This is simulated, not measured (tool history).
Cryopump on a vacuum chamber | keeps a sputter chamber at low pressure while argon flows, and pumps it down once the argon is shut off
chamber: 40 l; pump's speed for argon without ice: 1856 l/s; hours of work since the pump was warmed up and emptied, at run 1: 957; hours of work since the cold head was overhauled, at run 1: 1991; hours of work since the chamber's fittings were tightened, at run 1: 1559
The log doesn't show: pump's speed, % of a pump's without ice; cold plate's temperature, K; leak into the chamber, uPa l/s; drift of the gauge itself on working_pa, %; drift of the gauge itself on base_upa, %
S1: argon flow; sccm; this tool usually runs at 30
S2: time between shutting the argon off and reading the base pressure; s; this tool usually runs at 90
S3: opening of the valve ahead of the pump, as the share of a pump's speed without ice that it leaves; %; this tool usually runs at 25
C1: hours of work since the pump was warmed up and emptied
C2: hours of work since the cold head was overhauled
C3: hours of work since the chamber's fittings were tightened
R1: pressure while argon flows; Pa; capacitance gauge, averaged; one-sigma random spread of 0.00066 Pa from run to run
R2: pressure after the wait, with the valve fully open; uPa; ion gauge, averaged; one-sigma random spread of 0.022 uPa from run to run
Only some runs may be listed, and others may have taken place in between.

run    hour  S1   S2  S3   C1    C2    C3      R1    R2
  1       0  30   90  25  957  1991  1559  0.1231  3.16
       20.7  -- pump warmed up, emptied and cooled again
  2      51  30   72  25   23  2025  1593    0.11  2.43
  3    98.6  30   90  25   58  2060  1628  0.1108  2.38
  4   139.2  47   90  25   88  2090  1658  0.1744  2.41
  5   170.1  47  188  25  111  2114  1682  0.1736  2.26
  6   215.9  30   90  25  145  2148  1716  0.1112  2.59
  7   250.4  30   90  25  171  2173  1741  0.1122  2.71
  8   318.6  30   90  24  222  2224  1792  0.1181  2.78
        353  -- leaking fittings of the chamber tightened, without venting
  9   371.9  30   90  24  260  2262    14  0.1173  0.69
 10   434.1  30   90  24  306  2309    60  0.1171  0.74
 11   480.1  30   90  24  341  2343    95  0.1183  0.78
 12   547.3  30   90  24  391  2393   145  0.1191  0.82
 13   599.8  30   90  24  430  2432   184  0.1194  0.92
 14   658.9  30   90  19  474  2476   228  0.1509  1.04
 15     711  30   90  25  513  2515   267  0.1147  1.07
 16   752.4  30   90  26  543  2546   297  0.1128  1.15
 17   824.8  30   90  25  597  2600   351  0.1172  1.19
 18   884.9  25   90  31  642  2644   396  0.0797  1.26
 19   937.1  32  110  19  681  2683   435   0.163  1.28
 20   978.2  32  110  19  711  2714   466  0.1638  1.37
 21    1037  51   99  49  755  2758   509  0.1121  1.48
 22  1077.4  20   90  23  785  2788   539   0.086  1.52
 23  1146.3  30   49  25  837  2839   591  0.1209  2.08
 24  1193.9  30   49  25  872  2874   626  0.1228  2.18
 25  1253.7  19   49  25  917  2919   671  0.0782  2.23
     1325.7  -- pump warmed up, emptied and cooled again
 26  1331.6  19   49  25    4  2973   725  0.0697  1.85
 27  1396.4  13   49  51   53  3021   773  0.0243  1.88
 28  1448.6  19  244  38   92  3060   812   0.046  1.27
 29  1489.7  22   37  16  122  3091   843  0.1257  2.31

Expected results for the next run?
 30  1539.1  23  263  15  159  3128  879   ?   ?

{"run 30": {"R1": 0.1408, "R2": 1.4}}
Had the tool carried no hidden state, the very same run would have given R1 0.1391 Pa, R2 0.29 uPa.
